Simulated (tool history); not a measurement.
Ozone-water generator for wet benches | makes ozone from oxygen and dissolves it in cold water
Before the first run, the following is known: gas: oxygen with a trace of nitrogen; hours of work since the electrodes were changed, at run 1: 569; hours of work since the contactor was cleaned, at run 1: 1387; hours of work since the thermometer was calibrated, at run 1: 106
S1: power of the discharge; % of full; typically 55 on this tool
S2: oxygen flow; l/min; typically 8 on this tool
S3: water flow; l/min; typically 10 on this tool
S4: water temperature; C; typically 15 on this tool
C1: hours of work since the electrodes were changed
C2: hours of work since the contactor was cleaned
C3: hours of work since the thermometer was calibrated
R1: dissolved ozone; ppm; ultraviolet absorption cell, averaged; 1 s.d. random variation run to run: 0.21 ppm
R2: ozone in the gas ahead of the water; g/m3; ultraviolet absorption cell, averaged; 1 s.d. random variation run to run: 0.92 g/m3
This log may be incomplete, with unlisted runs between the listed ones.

run,hour,S1,S2,S3,S4,C1,C2,C3,R1,R2
1,0,55,8,10,15,569,1387,106,30.6,151.9
2,14.3,92,8,10,15,579,1398,117,46.3,229.8
3,40.3,46,8,10,15,597,1416,135,26.3,131.9
4,58.2,46,8,10,15,610,1428,147,26.5,131.3
5,86.4,55,8,10,15,630,1448,167,30.5,150.4
6,106.4,55,8,10,15,644,1462,181,30.5,151.3
7,137.4,48,8,10,15,665,1484,203,27.1,136.2
8,165.3,48,8,10,15,685,1504,223,27.6,136.7
9,182.3,48,8,10,15,697,1516,235,27,134.6
10,196.2,48,8,10,15,707,1525,244,27.7,137.1
11,225.4,48,8,10,15,727,1546,265,27.2,136
12,246.6,48,8,10,15,742,1561,280,27.2,134.6
13,271,48,8,10,15,759,1578,297,27.5,134.2
14,287.4,55,10.91,10,15,771,1589,308,27.4,125.4
15,317.4,55,6.52,10,15,792,1611,330,32.7,169.6
16,343.9,55,6.52,10,15,811,1629,348,32.1,170.9
17,372.9,55,6.52,10,15,831,1650,369,32.1,170.1
# hour 378.3: contactor cleaned
18,390.1,55,6.52,10,15,840,8,378,32.1,171.2
19,407.2,45,4.4,9,14,852,20,390,32,184.5
20,437.9,83,8,10,8,874,42,411,49.2,211.7
21,456.2,55,7.96,13,15,887,55,424,26.1,149.9
22,475.2,55,4.63,13,8,900,68,438,32.4,209.5
23,492.5,55,4.63,13,8,912,80,450,31.8,208.8
24,507.8,49,11.81,14,21,923,91,461,17.5,109.1
25,523.1,49,11.81,14,21,934,102,471,17.7,108.9
# hour 535.2: contactor cleaned, once more
26,546.8,49,11.81,14,21,948,8,485,18.1,108.3
27,576.4,55,5.28,15,23,968,29,506,22.3,195.3
28,601.2,91,12.01,13,7,986,46,523,42.2,176.4
29,626.7,56,9.26,10,11,1004,64,541,32.8,140.6
30,645.2,41,7.78,8,12,1017,77,554,29.3,120.7
31,675.8,88,5.59,10,18,1038,99,576,46.3,274.5
32,694.7,55,8,8,15,1052,112,589,34,148.7
33,711.5,55,8,12,17,1063,124,601,26.5,150.8
34,728.4,55,8,12,13,1075,136,613,28.7,149.3

Some steps in R1, run to run, broken into two amounts with sign: the step expected even without the hidden condition (settings, incoming material, random variation), and the rest, left for the hidden condition together with whatever gauge scatter is not in both the measured and the hidden-condition-free result:
Hidden conditions of the tool in this case: yield of the discharge, % of new electrodes'; contactor's efficiency, % of a clean one's; true water temperature over the reading, C; drift of the gauge itself on ozone_ppm, %; drift of the gauge itself on gas_g_m3, %.
Run 2 -> 3: S1 92 -> 46. R1 -20 ppm: hidden state +1, all else -21.
Run 19 -> 20: S1 45 -> 83, S2 4.4 -> 8, S3 9 -> 10, S4 14 -> 8. R1 +17.2 ppm: hidden state -1.2, all else +18.4.
Run 20 -> 21: S1 83 -> 55, S2 8 -> 7.96, S3 10 -> 13, S4 8 -> 15. R1 -23.1 ppm: hidden state +1.2, all else -24.3.
Run 27 -> 28: S1 55 -> 91, S2 5.28 -> 12.01, S3 15 -> 13, S4 23 -> 7. R1 +19.9 ppm: hidden state -1.1, all else +21.
Run 30 -> 31: S1 41 -> 88, S2 7.78 -> 5.59, S3 8 -> 10, S4 12 -> 18. R1 +17 ppm: hidden state -1.3, all else +18.3.

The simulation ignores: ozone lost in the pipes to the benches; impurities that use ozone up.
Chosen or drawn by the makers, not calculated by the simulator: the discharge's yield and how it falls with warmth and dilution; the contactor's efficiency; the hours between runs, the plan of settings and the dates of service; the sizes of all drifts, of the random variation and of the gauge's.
